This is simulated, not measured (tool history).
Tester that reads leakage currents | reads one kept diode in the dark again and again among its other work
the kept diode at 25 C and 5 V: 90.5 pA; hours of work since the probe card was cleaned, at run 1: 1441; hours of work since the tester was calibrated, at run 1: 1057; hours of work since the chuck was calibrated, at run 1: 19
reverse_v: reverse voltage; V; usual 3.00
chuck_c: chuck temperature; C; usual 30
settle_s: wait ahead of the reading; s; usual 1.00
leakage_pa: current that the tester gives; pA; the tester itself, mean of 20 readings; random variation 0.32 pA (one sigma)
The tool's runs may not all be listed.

| run | hour | reverse_v | chuck_c | settle_s | hours of work since the probe card was cleaned | hours of work since the tester was calibrated | hours of work since the chuck was calibrated | leakage_pa |
|---|---|---|---|---|---|---|---|---|
| 1 | 0.0 | 3.00 | 30 | 1.00 | 1441 | 1057 | 19 | 112.67 |
| 2 | 155.4 | 3.00 | 30 | 1.00 | 1507 | 1123 | 86 | 110.86 |
| 3 | 280.6 | 3.00 | 30 | 1.00 | 1560 | 1177 | 139 | 110.37 |
| 4 | 446.9 | 3.00 | 30 | 1.00 | 1631 | 1248 | 210 | 108.91 |
|  | 539.0 | probe card cleaned and baked |
| 5 | 563.7 | 3.00 | 30 | 1.00 | 11 | 1296 | 258 | 100.22 |
| 6 | 684.5 | 3.00 | 30 | 1.63 | 62 | 1348 | 310 | 100.20 |
| 7 | 832.6 | 3.00 | 30 | 1.63 | 125 | 1411 | 373 | 99.02 |
| 8 | 956.1 | 3.00 | 30 | 1.00 | 178 | 1463 | 425 | 97.89 |
| 9 | 1063.5 | 3.00 | 30 | 1.00 | 223 | 1509 | 471 | 97.39 |
| 10 | 1172.1 | 3.00 | 30 | 1.00 | 270 | 1555 | 517 | 96.56 |
| 11 | 1255.0 | 3.00 | 30 | 1.00 | 305 | 1591 | 553 | 96.12 |
| 12 | 1348.2 | 3.00 | 30 | 1.00 | 345 | 1630 | 593 | 95.16 |
|  | 1397.3 | chuck's temperature calibrated |
| 13 | 1453.1 | 3.00 | 21 | 1.00 | 389 | 1674 | 24 | 53.07 |
| 14 | 1578.2 | 3.00 | 21 | 1.00 | 442 | 1728 | 77 | 52.63 |
| 15 | 1706.1 | 14.06 | 30 | 1.00 | 496 | 1782 | 132 | 224.36 |
| 16 | 1837.3 | 14.06 | 30 | 1.00 | 552 | 1838 | 187 | 222.04 |
| 17 | 1992.1 | 3.13 | 30 | 1.00 | 618 | 1904 | 253 | 106.05 |
| 18 | 2085.0 | 3.13 | 30 | 1.00 | 658 | 1943 | 293 | 105.32 |
| 19 | 2164.0 | 3.00 | 21 | 1.00 | 692 | 1977 | 327 | 51.15 |
| 20 | 2256.6 | 3.00 | 21 | 1.00 | 731 | 2017 | 366 | 50.66 |
| 21 | 2356.8 | 2.85 | 35 | 0.64 | 774 | 2059 | 409 | 143.83 |
| 22 | 2461.0 | 3.00 | 30 | 1.64 | 818 | 2104 | 453 | 100.15 |
| 23 | 2604.9 | 3.00 | 44 | 0.37 | 879 | 2165 | 515 | 279.72 |
| 24 | 2724.6 | 1.19 | 34 | 0.76 | 930 | 2216 | 566 | 85.95 |
| 25 | 2798.2 | 1.19 | 34 | 0.76 | 962 | 2247 | 597 | 85.42 |
|  | 2843.3 | chuck's temperature calibrated |
| 26 | 2938.4 | 13.87 | 30 | 1.77 | 1021 | 2306 | 41 | 237.49 |
| 27 | 3011.3 | 13.87 | 30 | 1.77 | 1052 | 2337 | 72 | 237.77 |
| 28 | 3085.4 | 3.00 | 30 | 1.60 | 1083 | 2369 | 103 | 109.34 |
|  | 3094.5 | tester calibrated |
| 29 | 3209.6 | 3.00 | 30 | 0.59 | 1135 | 49 | 155 | 108.27 |
| 30 | 3328.3 | 3.00 | 30 | 0.59 | 1186 | 100 | 206 | 107.81 |
| 31 | 3435.5 | 2.76 | 30 | 0.36 | 1232 | 145 | 251 | 102.84 |
| 32 | 3567.3 | 19.41 | 54 | 4.16 | 1288 | 201 | 308 | 1416.46 |
|  | 3613.7 | tester calibrated, once more |
| 33 | 3687.6 | 1.03 | 57 | 3.74 | 1338 | 31 | 358 | 431.03 |
| 34 | 3759.0 | 8.02 | 31 | 0.56 | 1369 | 62 | 388 | 188.13 |
| 35 | 3838.6 | 3.00 | 58 | 0.55 | 1403 | 96 | 422 | 754.11 |
| 36 | 3994.2 | 3.00 | 39 | 3.15 | 1469 | 162 | 489 | 201.46 |
| 37 | 4072.8 | 3.00 | 55 | 0.37 | 1502 | 196 | 522 | 610.26 |
| 38 | 4176.4 | 1.69 | 31 | 4.76 | 1547 | 240 | 566 | 82.96 |
|  | 4282.9 | chuck's temperature calibrated |
| 39 | 4336.4 | 1.02 | 37 | 3.47 | 1614 | 307 | 23 | 114.56 |
|  | 4477.0 | probe card cleaned and baked |
| 40 | 4477.0 | 1.02 | 37 | 3.47 | 0 | 366 | 81 | 110.40 |

Hidden state at the last listed run before each entry between runs and at the first one after, where it differs:
Between runs 4 and 5: probe card cleaned and baked (hour 539.0)
  stray current of the dirty probe card, pA a volt: 2.471 -> 0.04; current scale over the true one, %: -0.38 -> -0.4; true chuck temperature over the reading, C: -0.57 -> -0.71
  measured less the result without the state, leakage_pa: +2.25 -> -6.08 pA
Between runs 12 and 13: chuck's temperature calibrated (hour 1397.3)
  stray current of the dirty probe card, pA a volt: 0.544 -> 0.613; current scale over the true one, %: -0.5 -> -0.52; true chuck temperature over the reading, C: -1.58 -> -0.02
  measured less the result without the state, leakage_pa: -11.39 -> +1.40 pA
Between runs 25 and 26: chuck's temperature calibrated (hour 2843.3)
  stray current of the dirty probe card, pA a volt: 1.472 -> 1.565; current scale over the true one, %: -0.7 -> -0.71; true chuck temperature over the reading, C: -1.53 -> 0.01
  measured less the result without the state, leakage_pa: -9.38 -> +19.92 pA
Between runs 28 and 29: tester calibrated (hour 3094.5)
  stray current of the dirty probe card, pA a volt: 1.653 -> 1.728; current scale over the true one, %: -0.73 -> -1.15; true chuck temperature over the reading, C: -0.16 -> -0.3
  measured less the result without the state, leakage_pa: +2.75 -> +1.38 pA
Between runs 32 and 33: tester calibrated, once more (hour 3613.7)
  stray current of the dirty probe card, pA a volt: 1.957 -> 2.036; current scale over the true one, %: -1.19 -> -0.08; true chuck temperature over the reading, C: -0.68 -> -0.82
  measured less the result without the state, leakage_pa: -45.53 -> -22.42 pA
Between runs 38 and 39: chuck's temperature calibrated (hour 4282.9)
  stray current of the dirty probe card, pA a volt: 2.352 -> 2.454; current scale over the true one, %: -0.15 -> -0.17; true chuck temperature over the reading, C: -1.36 -> 0.18
  measured less the result without the state, leakage_pa: -5.11 -> +3.78 pA
Between runs 39 and 40: probe card cleaned and baked (hour 4477.0)
  stray current of the dirty probe card, pA a volt: 2.454 -> 0.021; current scale over the true one, %: -0.17 -> -0.19; true chuck temperature over the reading, C: 0.18 -> 0.02
  measured less the result without the state, leakage_pa: +3.78 -> -0.01 pA

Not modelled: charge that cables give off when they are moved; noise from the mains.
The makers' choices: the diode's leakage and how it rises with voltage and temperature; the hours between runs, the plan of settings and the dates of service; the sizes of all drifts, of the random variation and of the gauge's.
